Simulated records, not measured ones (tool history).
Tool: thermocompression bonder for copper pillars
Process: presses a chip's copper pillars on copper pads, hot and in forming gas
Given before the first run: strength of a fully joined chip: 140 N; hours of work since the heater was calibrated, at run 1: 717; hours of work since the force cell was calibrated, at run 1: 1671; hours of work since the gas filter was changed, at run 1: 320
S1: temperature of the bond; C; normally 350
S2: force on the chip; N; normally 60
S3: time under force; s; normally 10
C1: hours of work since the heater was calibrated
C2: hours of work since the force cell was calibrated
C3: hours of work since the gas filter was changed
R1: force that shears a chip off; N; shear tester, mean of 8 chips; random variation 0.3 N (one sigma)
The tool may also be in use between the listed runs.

Run 1, day 0.000: usual settings; C1 717; C2 1671; C3 320. Result: R1 49.6 N.
Run 2, day 2.396: usual settings; C1 754; C2 1707; C3 357. Result: R1 49.1 N.
At day 3.883: forming gas filter changed.
Run 3, day 4.138: usual settings; C1 780; C2 1733; C3 4. Result: R1 50.9 N.
Run 4, day 6.167: usual settings; C1 810; C2 1764; C3 35. Result: R1 50.7 N.
Run 5, day 7.929: usual settings; C1 837; C2 1791; C3 61. Result: R1 50.6 N.
At day 8.750: force cell calibrated.
Run 6, day 10.408: usual settings; C1 874; C2 25; C3 98. Result: R1 49.8 N.
Run 7, day 11.750: usual settings; C1 894; C2 45; C3 118. Result: R1 50.2 N.
At day 13.242: heater calibrated with a thermocouple chip.
Run 8, day 13.962: usual settings; C1 11; C2 78; C3 150. Result: R1 46.0 N.
Run 9, day 15.988: usual settings; C1 42; C2 108; C3 181. Result: R1 45.6 N.
Run 10, day 17.725: usual settings; C1 68; C2 135; C3 207. Result: R1 45.7 N.
Run 11, day 19.104: usual settings but S1 335 C; C1 89; C2 156; C3 228. Result: R1 37.8 N.
Run 12, day 20.500: usual settings but S1 335 C; C1 110; C2 177; C3 249. Result: R1 37.8 N.
Run 13, day 23.171: usual settings; C1 150; C2 217; C3 290. Result: R1 45.9 N.
Run 14, day 24.733: usual settings; C1 174; C2 241; C3 314. Result: R1 45.1 N.
At day 25.621: force cell calibrated, once more.
Run 15, day 27.667: usual settings but S3 12 s; C1 218; C2 31; C3 357. Result: R1 52.2 N.
At day 29.283: forming gas filter changed.
Run 16, day 29.954: usual settings but S3 12 s; C1 252; C2 65; C3 10. Result: R1 53.7 N.
Run 17, day 31.488: usual settings but S3 12 s; C1 275; C2 89; C3 33. Result: R1 53.1 N.
Run 18, day 33.158: usual settings but S3 12 s; C1 300; C2 114; C3 59. Result: R1 53.9 N.
Run 19, day 35.592: usual settings but S3 12 s; C1 337; C2 151; C3 96. Result: R1 53.4 N.
Run 20, day 38.033: usual settings but S1 357 C, S3 5 s; C1 374; C2 188; C3 133. Result: R1 40.7 N.
Run 21, day 39.529: usual settings but S1 357 C, S3 5 s; C1 397; C2 210; C3 155. Result: R1 41.0 N.
Run 22, day 42.400: usual settings but S1 364 C, S3 5 s; C1 440; C2 254; C3 199. Result: R1 44.4 N.
Run 23, day 43.762: usual settings but S1 357 C, S2 66 N, S3 5 s; C1 461; C2 275; C3 219. Result: R1 44.7 N.
Run 24, day 46.158: usual settings but S1 357 C, S2 66 N, S3 5 s; C1 497; C2 311; C3 256. Result: R1 44.6 N.
Run 25, day 48.958: usual settings but S1 357 C, S2 66 N, S3 5 s; C1 540; C2 353; C3 298. Result: R1 44.6 N.
Run 26, day 50.654: usual settings but S1 326 C, S3 16 s; C1 565; C2 379; C3 324. Result: R1 44.6 N.
Run 27, day 52.367: usual settings but S3 6 s; C1 591; C2 405; C3 350. Result: R1 40.5 N.
At day 54.379: forming gas filter changed.
Run 28, day 55.167: usual settings but S2 42 N, S3 5 s; C1 633; C2 447; C3 12. Result: R1 25.8 N.
Run 29, day 57.983: usual settings but S2 42 N, S3 5 s; C1 676; C2 490; C3 55. Result: R1 26.4 N.
Run 30, day 59.171: usual settings but S2 86 N, S3 5 s; C1 694; C2 508; C3 73. Result: R1 55.0 N.
Run 31, day 60.629: usual settings but S1 340 C, S2 37 N; C1 716; C2 530; C3 95. Result: R1 27.0 N.
Run 32, day 63.104: usual settings but S1 340 C, S2 86 N; C1 754; C2 567; C3 132. Result: R1 62.9 N.
Run 33, day 64.950: usual settings but S1 353 C, S2 86 N; C1 782; C2 595; C3 160. Result: R1 72.5 N.
Run 34, day 67.238: usual settings but S1 360 C, S2 38 N; C1 816; C2 630; C3 195. Result: R1 36.2 N.
Run 35, day 70.021: usual settings but S1 322 C, S2 44 N; C1 858; C2 672; C3 237. Result: R1 25.9 N.

Across each entry between runs, compare the hidden state at the last listed run before it with the hidden state at the first listed run after it:
From run 2 to run 3: forming gas filter changed (day 3.883)
  true temperature of the bond over the reading, C: 6.3 -> 6.5; oxide that the forming gas leaves, % of the face: 4.11 -> 0.65
  what was measured, less what the result would be without the hidden state, R1: -0.3 -> +1.5 N
From run 5 to run 6: force cell calibrated (day 8.750)
  true temperature of the bond over the reading, C: 6.9 -> 7.2; force that reaches the chip, % of what is set: 95.4 -> 93.5; oxide that the forming gas leaves, % of the face: 1.17 -> 1.51
  what was measured, less what the result would be without the hidden state, R1: +1.4 -> +0.4 N
From run 7 to run 8: heater calibrated with a thermocouple chip (day 13.242)
  true temperature of the bond over the reading, C: 7.3 -> 0.5; force that reaches the chip, % of what is set: 93.5 -> 93.4; oxide that the forming gas leaves, % of the face: 1.7 -> 1.99
  what was measured, less what the result would be without the hidden state, R1: +0.4 -> -3.7 N
From run 14 to run 15: force cell calibrated, once more (day 25.621)
  true temperature of the bond over the reading, C: 1.7 -> 2; force that reaches the chip, % of what is set: 93 -> 98.8; oxide that the forming gas leaves, % of the face: 3.45 -> 3.85
  what was measured, less what the result would be without the hidden state, R1: -3.9 -> -1.2 N
From run 15 to run 16: forming gas filter changed (day 29.283)
  true temperature of the bond over the reading, C: 2 -> 2.3; force that reaches the chip, % of what is set: 98.8 -> 98.7; oxide that the forming gas leaves, % of the face: 3.85 -> 0.7
  what was measured, less what the result would be without the hidden state, R1: -1.2 -> +0.6 N
From run 27 to run 28: forming gas filter changed (day 54.379)
  true temperature of the bond over the reading, C: 4.7 -> 5; force that reaches the chip, % of what is set: 97.9 -> 97.8; oxide that the forming gas leaves, % of the face: 3.85 -> 0.68
  what was measured, less what the result would be without the hidden state, R1: +0.1 -> +1.1 N
